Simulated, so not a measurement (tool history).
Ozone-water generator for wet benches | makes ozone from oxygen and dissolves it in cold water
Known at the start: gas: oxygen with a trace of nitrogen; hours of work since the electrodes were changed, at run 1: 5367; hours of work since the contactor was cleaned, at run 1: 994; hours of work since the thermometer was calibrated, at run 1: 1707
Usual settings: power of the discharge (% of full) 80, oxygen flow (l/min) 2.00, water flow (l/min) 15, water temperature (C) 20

run    hour  power of the discharge (% of full)  oxygen flow (l/min)  water flow (l/min)  water temperature (C)  hours of work since the electrodes were changed  hours of work since the contactor was cleaned  hours of work since the thermometer was calibrated  dissolved ozone (ppm)  ozone in the gas ahead of the water (g/m3)
  1     0.0                                  80                 2.00                  15                     20                                             5367                                            994                                                1707                   13.1                                       166.2
  2   138.2                                  80                 2.00                  15                     20                                             5481                                           1109                                                1821                   12.7                                       165.5
  3   295.5                                  80                 2.00                  15                     20                                             5612                                           1239                                                1952                   12.7                                       165.4
  4   415.8                                  80                 2.00                  15                     20                                             5712                                           1339                                                2052                   12.6                                       164.4
  5   497.2                                  80                 1.28                  15                     20                                             5779                                           1406                                                2119                   11.3                                       204.3
  6   616.0                                  80                 1.28                  15                     20                                             5878                                           1505                                                2218                   11.3                                       203.2
  7   720.9                                  80                 2.91                  15                     20                                             5965                                           1592                                                2305                   13.5                                       135.0
  8   881.4                                  80                 2.91                  15                     20                                             6098                                           1725                                                2438                   13.0                                       133.1
  9   991.2                                  80                 2.91                  15                     20                                             6189                                           1816                                                2529                   13.1                                       132.5
 10  1086.0                                  80                 2.91                  15                     20                                             6268                                           1895                                                2608                   13.0                                       131.8
 11  1181.6                                  80                 2.91                  15                     20                                             6347                                           1974                                                2687                   13.0                                       132.7
 12  1304.4                                  62                 2.91                  12                     20                                             6449                                           2076                                                2789                   13.3                                       116.0
 13  1387.8                                  80                 1.75                  15                     13                                             6518                                           2145                                                2858                   12.5                                       169.2
     1420.7  -- water thermometer calibrated
 14  1517.6                                  80                 2.78                  23                     20                                             6625                                           2253                                                  80                    8.7                                       133.3
 15  1665.3                                  80                 2.78                  23                     20                                             6748                                           2375                                                 203                    8.8                                       132.5
 16  1781.1                                  44                 2.00                  16                     20                                             6844                                           2471                                                 299                    8.4                                       115.9
 17  1889.2                                  78                 2.00                  15                     20                                             6934                                           2561                                                 389                   11.7                                       155.1

4 ways to go on from here, each from the tool as it stands after run 17. What would each give?
  A  1977.3                                  52                 2.00                  10                     20                                             7007                                           2634                                                 462                      ?                                           ?
  B  1977.3                                  75                 2.95                  23                     20                                             7007                                           2634                                                 462                      ?                                           ?
  C  1977.3                                  80                 2.00                  23                     20                                             7007                                           2634                                                 462                      ?                                           ?
  D  1977.3                                  78                 2.00                  20                     20                                             7007                                           2634                                                 462                      ?                                           ?

run  dissolved ozone (ppm)  ozone in the gas ahead of the water (g/m3)
  A                   13.2                                       125.5
  B                    8.6                                       124.2
  C                    8.0                                       154.6
  D                    8.9                                       153.1
Without the tool's hidden state the same runs would have given:
run  dissolved ozone (ppm)  ozone in the gas ahead of the water (g/m3)
  A                   16.1                                       151.3
  B                   11.0                                       156.6
  C                   10.4                                       196.6
  D                   11.5                                       194.1
